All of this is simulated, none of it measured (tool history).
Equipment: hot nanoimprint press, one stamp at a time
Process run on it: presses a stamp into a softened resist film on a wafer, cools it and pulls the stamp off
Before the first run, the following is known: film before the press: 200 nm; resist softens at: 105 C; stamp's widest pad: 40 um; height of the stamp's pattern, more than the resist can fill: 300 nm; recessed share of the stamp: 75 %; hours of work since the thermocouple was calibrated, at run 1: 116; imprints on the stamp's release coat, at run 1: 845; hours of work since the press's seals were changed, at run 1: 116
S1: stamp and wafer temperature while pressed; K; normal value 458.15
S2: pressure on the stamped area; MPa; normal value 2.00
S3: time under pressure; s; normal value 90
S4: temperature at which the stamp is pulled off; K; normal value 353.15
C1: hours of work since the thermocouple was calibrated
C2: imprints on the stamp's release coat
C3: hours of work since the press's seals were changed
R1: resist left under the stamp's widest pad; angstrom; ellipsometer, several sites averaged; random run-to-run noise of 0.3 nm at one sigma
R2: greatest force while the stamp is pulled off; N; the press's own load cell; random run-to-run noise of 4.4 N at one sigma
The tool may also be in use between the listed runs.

run    hour      S1    S2   S3      S4   C1    C2   C3    R1   R2
  1     0.0  458.15  2.00   90  353.15  116   845  116  1066  244
  2    60.1  458.15  2.00   64  353.15  150  1091  150  1180  272
  3   125.4  458.15  2.00   64  353.15  186  1357  186  1178  273
  4   163.7  469.15  2.00   90  353.15  208  1514  208   719  285
  5   226.3  447.15  2.00   90  353.15  243  1769  243  1506  304
  6   260.7  458.15  2.00   73  353.15  262  1910  262  1132  314
  7   321.8  458.15  2.00   90  353.15  296  2159  296  1056  306
  8   372.1  458.15  2.00   90  353.15  324  2364  324  1056  327
      403.5  -- plate thermocouple calibrated
      409.5  -- stamp cleaned and given a new release coat
  9   427.6  458.15  2.00   90  353.15   10    74  350  1096  214
 10   487.1  458.15  2.00   90  353.15   43   317  384  1089  231
 11   538.1  450.15  2.00   90  353.15   72   525  412  1414  231
 12   595.3  458.15  2.00   90  341.15  104   759  444  1079  262
 13   650.4  458.15  2.00   90  343.15  135   984  475  1086  274
 14   699.3  458.15  2.00   90  353.15  162  1183  503  1090  262
 15   733.0  458.15  2.00   90  353.15  181  1321  521  1082  276
 16   781.0  458.15  2.54  110  353.15  208  1517  548   903  276
 17   829.0  461.15  2.36   46  353.15  235  1713  575  1108  292
 18   898.2  458.15  2.00  113  353.15  274  1995  614  1001  303
 19   945.7  458.15  2.10   52  340.15  300  2189  640  1231  332
 20  1006.3  448.15  3.06   69  357.15  334  2436  674  1352  329
     1020.6  -- plate thermocouple calibrated
     1026.6  -- stamp cleaned and given a new release coat
 21  1055.3  448.15  3.06   69  357.15   16   118  697  1378  220
 22  1085.6  455.15  2.42   80  348.15   33   242  714  1162  233
 23  1147.8  455.15  2.42   80  348.15   68   496  749  1154  232
 24  1212.5  467.15  2.42   60  348.15  104   760  785   832  258
 25  1243.8  453.15  1.20   61  339.15  122   887  802  1651  267
 26  1303.1  458.15  2.64   45  353.15  155  1129  836  1184  254
 27  1354.6  456.15  2.00  109  353.15  184  1340  864  1105  269
 28  1407.4  456.15  2.00  109  353.15  213  1555  894  1098  282
 29  1467.2  458.15  2.05  110  353.15  247  1799  928  1007  294
 30  1502.5  455.15  3.08  110  340.15  267  1943  947   930  323

Branching from run 30: 4 alternative next runs. What would each branch give?
  A  1540.2  458.15  2.91   90  357.15  288  2097  968   ?   ?
  B  1540.2  456.15  3.08  110  340.15  288  2097  968   ?   ?
  C  1540.2  455.15  3.08   82  340.15  288  2097  968   ?   ?
  D  1540.2  455.15  1.30   90  353.15  288  2097  968   ?   ?

run    R1   R2
  A   906  304
  B   893  320
  C  1026  329
  D  1415  311
Without the tool's hidden state the same runs would have given:
run    R1   R2
  A   889  208
  B   873  217
  C  1006  224
  D  1431  211
